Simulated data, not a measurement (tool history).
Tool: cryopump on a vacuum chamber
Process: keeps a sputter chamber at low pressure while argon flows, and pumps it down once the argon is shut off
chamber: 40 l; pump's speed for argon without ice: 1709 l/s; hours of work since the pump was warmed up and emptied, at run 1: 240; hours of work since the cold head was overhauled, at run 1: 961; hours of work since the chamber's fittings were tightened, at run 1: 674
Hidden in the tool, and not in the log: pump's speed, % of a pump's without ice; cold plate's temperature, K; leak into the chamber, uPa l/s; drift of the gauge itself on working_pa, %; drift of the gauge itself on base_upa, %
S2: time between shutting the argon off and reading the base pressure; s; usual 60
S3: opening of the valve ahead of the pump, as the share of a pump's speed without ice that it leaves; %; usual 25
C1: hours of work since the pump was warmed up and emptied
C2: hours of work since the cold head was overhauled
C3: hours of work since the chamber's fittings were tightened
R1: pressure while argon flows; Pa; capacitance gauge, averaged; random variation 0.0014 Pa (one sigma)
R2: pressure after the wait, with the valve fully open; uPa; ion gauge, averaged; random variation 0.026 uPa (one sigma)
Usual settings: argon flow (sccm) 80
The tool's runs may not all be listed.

run 1 hour=0.0 | argon_flow_(sccm)=80 S2=60 S3=25 | C1=240 C2=961 C3=674 | R1=0.3310 R2=2.17
run 2 hour=52.7 | argon_flow_(sccm)=80 S2=60 S3=25 | C1=278 C2=999 C3=712 | R1=0.3347 R2=2.31
run 3 hour=95.0 | argon_flow_(sccm)=69 S2=60 S3=25 | C1=308 C2=1029 C3=742 | R1=0.2878 R2=2.46
run 4 hour=138.6 | argon_flow_(sccm)=69 S2=92 S3=25 | C1=339 C2=1060 C3=773 | R1=0.2894 R2=2.20
run 5 hour=203.7 | argon_flow_(sccm)=80 S2=159 S3=25 | C1=385 C2=1106 C3=820 | R1=0.3414 R2=2.01
run 6 hour=237.5 | argon_flow_(sccm)=80 S2=159 S3=25 | C1=410 C2=1130 C3=844 | R1=0.3424 R2=2.15
run 7 hour=270.6 | argon_flow_(sccm)=80 S2=49 S3=25 | C1=433 C2=1154 C3=868 | R1=0.3432 R2=2.98
run 8 hour=325.6 | argon_flow_(sccm)=80 S2=84 S3=25 | C1=472 C2=1193 C3=907 | R1=0.3462 R2=2.58
run 9 hour=386.3 | argon_flow_(sccm)=80 S2=84 S3=25 | C1=516 C2=1237 C3=950 | R1=0.3506 R2=2.76
run 10 hour=452.2 | argon_flow_(sccm)=80 S2=60 S3=15 | C1=563 C2=1284 C3=997 | R1=0.5619 R2=3.14
run 11 hour=493.7 | argon_flow_(sccm)=80 S2=28 S3=25 | C1=592 C2=1313 C3=1027 | R1=0.3568 R2=4.39
run 12 hour=539.6 | argon_flow_(sccm)=80 S2=28 S3=25 | C1=625 C2=1346 C3=1059 | R1=0.3604 R2=4.53
-- hour=575.6 pump warmed up, emptied and cooled again
run 13 hour=611.0 | argon_flow_(sccm)=80 S2=28 S3=25 | C1=25 C2=1393 C3=1107 | R1=0.3207 R2=3.65
run 14 hour=663.4 | argon_flow_(sccm)=145 S2=110 S3=25 | C1=63 C2=1431 C3=1144 | R1=0.5799 R2=2.33
-- hour=711.8 leaking fittings of the chamber tightened, without venting
run 15 hour=712.4 | argon_flow_(sccm)=137 S2=110 S3=25 | C1=96 C2=1464 C3=0 | R1=0.5524 R2=0.70
run 16 hour=749.7 | argon_flow_(sccm)=157 S2=47 S3=54 | C1=123 C2=1491 C3=27 | R1=0.3020 R2=1.39
run 17 hour=787.1 | argon_flow_(sccm)=157 S2=47 S3=54 | C1=150 C2=1518 C3=54 | R1=0.3047 R2=1.51
run 18 hour=844.2 | argon_flow_(sccm)=43 S2=115 S3=54 | C1=190 C2=1558 C3=94 | R1=0.0837 R2=0.85
run 19 hour=910.4 | argon_flow_(sccm)=35 S2=60 S3=38 | C1=237 C2=1605 C3=142 | R1=0.0960 R2=1.35
run 20 hour=946.1 | argon_flow_(sccm)=33 S2=40 S3=16 | C1=263 C2=1631 C3=167 | R1=0.2107 R2=1.85
run 21 hour=977.1 | argon_flow_(sccm)=33 S2=40 S3=16 | C1=285 C2=1653 C3=189 | R1=0.2096 R2=1.90
run 22 hour=1043.1 | argon_flow_(sccm)=56 S2=40 S3=26 | C1=332 C2=1700 C3=236 | R1=0.2269 R2=1.98
run 23 hour=1084.7 | argon_flow_(sccm)=134 S2=120 S3=26 | C1=362 C2=1730 C3=266 | R1=0.5448 R2=1.11
run 24 hour=1126.0 | argon_flow_(sccm)=80 S2=261 S3=25 | C1=391 C2=1759 C3=295 | R1=0.3386 R2=0.96
run 25 hour=1161.1 | argon_flow_(sccm)=46 S2=60 S3=25 | C1=416 C2=1784 C3=321 | R1=0.1947 R2=1.73

5 ways to go on from here, each from the tool as it stands after run 25. What would each give?
run A hour=1228.5 | argon_flow_(sccm)=80 S2=234 S3=25 | C1=464 C2=1832 C3=369 | R1=? R2=?
run B hour=1228.5 | argon_flow_(sccm)=34 S2=155 S3=38 | C1=464 C2=1832 C3=369 | R1=? R2=?
run C hour=1228.5 | argon_flow_(sccm)=80 S2=40 S3=29 | C1=464 C2=1832 C3=369 | R1=? R2=?
run D hour=1228.5 | argon_flow_(sccm)=83 S2=166 S3=24 | C1=464 C2=1832 C3=369 | R1=? R2=?
run E hour=1228.5 | argon_flow_(sccm)=38 S2=22 S3=22 | C1=464 C2=1832 C3=369 | R1=? R2=?

run=A R1=0.3466 R2=1.19
run=B R1=0.0990 R2=1.24
run=C R1=0.3002 R2=2.31
run=D R1=0.3688 R2=1.20
run=E R1=0.1831 R2=3.48
Without the tool's hidden state the same runs would have given:
run=A R1=0.3197 R2=0.42
run=B R1=0.0878 R2=0.49
run=C R1=0.2734 R2=1.55
run=D R1=0.3412 R2=0.46
run=E R1=0.1705 R2=2.71
